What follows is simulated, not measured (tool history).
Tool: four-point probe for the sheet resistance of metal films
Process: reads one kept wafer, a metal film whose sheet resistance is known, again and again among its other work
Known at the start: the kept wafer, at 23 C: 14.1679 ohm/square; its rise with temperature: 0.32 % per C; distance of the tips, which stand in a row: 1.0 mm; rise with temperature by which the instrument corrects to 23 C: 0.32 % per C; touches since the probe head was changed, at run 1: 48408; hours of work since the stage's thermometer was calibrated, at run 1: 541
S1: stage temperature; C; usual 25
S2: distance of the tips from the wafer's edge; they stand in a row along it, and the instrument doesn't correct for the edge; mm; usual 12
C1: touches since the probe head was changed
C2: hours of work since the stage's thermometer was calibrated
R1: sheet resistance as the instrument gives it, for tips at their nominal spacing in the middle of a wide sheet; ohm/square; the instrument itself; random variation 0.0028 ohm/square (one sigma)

run 1 hour=0 | S1=25 S2=12 | C1=48408 C2=541 | R1=14.229202
run 2 hour=45.8 | S1=25 S2=12 | C1=49637 C2=576 | R1=14.227823
run 3 hour=86.3 | S1=25 S2=12 | C1=50721 C2=608 | R1=14.228311
run 4 hour=138.4 | S1=25 S2=12 | C1=52121 C2=649 | R1=14.233887
run 5 hour=164.3 | S1=21 S2=12 | C1=52816 C2=669 | R1=14.234466
run 6 hour=208.7 | S1=25 S2=12 | C1=54004 C2=704 | R1=14.234411
run 7 hour=260 | S1=20 S2=12 | C1=55380 C2=744 | R1=14.232612
run 8 hour=302.5 | S1=20 S2=12 | C1=56521 C2=778 | R1=14.235866
run 9 hour=343.2 | S1=20 S2=24 | C1=57613 C2=810 | R1=14.200705
run 10 hour=387.1 | S1=30 S2=12 | C1=58790 C2=844 | R1=14.243164
run 11 hour=419.5 | S1=30 S2=12 | C1=59657 C2=869 | R1=14.237461
run 12 hour=471.3 | S1=30 S2=12 | C1=61048 C2=910 | R1=14.238401
run 13 hour=510.2 | S1=30 S2=41 | C1=62090 C2=940 | R1=14.194499
run 14 hour=531.5 | S1=30 S2=41 | C1=62663 C2=957 | R1=14.188862
run 15 hour=577.2 | S1=30 S2=41 | C1=63888 C2=993 | R1=14.198422
run 16 hour=622 | S1=34 S2=12 | C1=65088 C2=1028 | R1=14.243112
run 17 hour=648.3 | S1=34 S2=12 | C1=65794 C2=1049 | R1=14.242415
run 18 hour=672.5 | S1=34 S2=12 | C1=66444 C2=1068 | R1=14.243313
run 19 hour=700.1 | S1=19 S2=12 | C1=67182 C2=1089 | R1=14.240344
run 20 hour=749.1 | S1=27 S2=12 | C1=68498 C2=1128 | R1=14.244143
-- hour=754.1 stage's thermometer calibrated
run 21 hour=796.3 | S1=29 S2=61 | C1=69749 C2=33 | R1=14.201438
run 22 hour=846.1 | S1=31 S2=4 | C1=71085 C2=72 | R1=14.658958
run 23 hour=899.3 | S1=31 S2=7 | C1=72513 C2=114 | R1=14.357427
run 24 hour=924.2 | S1=29 S2=46 | C1=73178 C2=133 | R1=14.202225
-- hour=936.8 stage's thermometer calibrated, once more
run 25 hour=973.7 | S1=32 S2=69 | C1=74495 C2=29 | R1=14.188015
run 26 hour=1017.3 | S1=32 S2=69 | C1=75663 C2=63 | R1=14.190465
run 27 hour=1053.9 | S1=32 S2=69 | C1=76645 C2=92 | R1=14.191508
run 28 hour=1078.2 | S1=25 S2=10 | C1=77297 C2=111 | R1=14.26
run 29 hour=1123.8 | S1=22 S2=65 | C1=78520 C2=147 | R1=14.184001
run 30 hour=1151.6 | S1=30 S2=30 | C1=79264 C2=168 | R1=14.197732
run 31 hour=1187.3 | S1=30 S2=30 | C1=80221 C2=196 | R1=14.194245

Forecast each of these 5 alternatives for the next run:
run A hour=1208.6 | S1=34 S2=12 | C1=80794 C2=213 | R1=?
run B hour=1208.6 | S1=20 S2=12 | C1=80794 C2=213 | R1=?
run C hour=1208.6 | S1=26 S2=21 | C1=80794 C2=213 | R1=?
run D hour=1208.6 | S1=30 S2=17 | C1=80794 C2=213 | R1=?
run E hour=1208.6 | S1=26 S2=12 | C1=80794 C2=213 | R1=?

run=A R1=14.243121
run=B R1=14.241807
run=C R1=14.204068
run=D R1=14.221118
run=E R1=14.243348
Without the tool's hidden state the same runs would have given:
run=A R1=14.224126
run=B R1=14.222737
run=C R1=14.185078
run=D R1=14.202128
run=E R1=14.224309
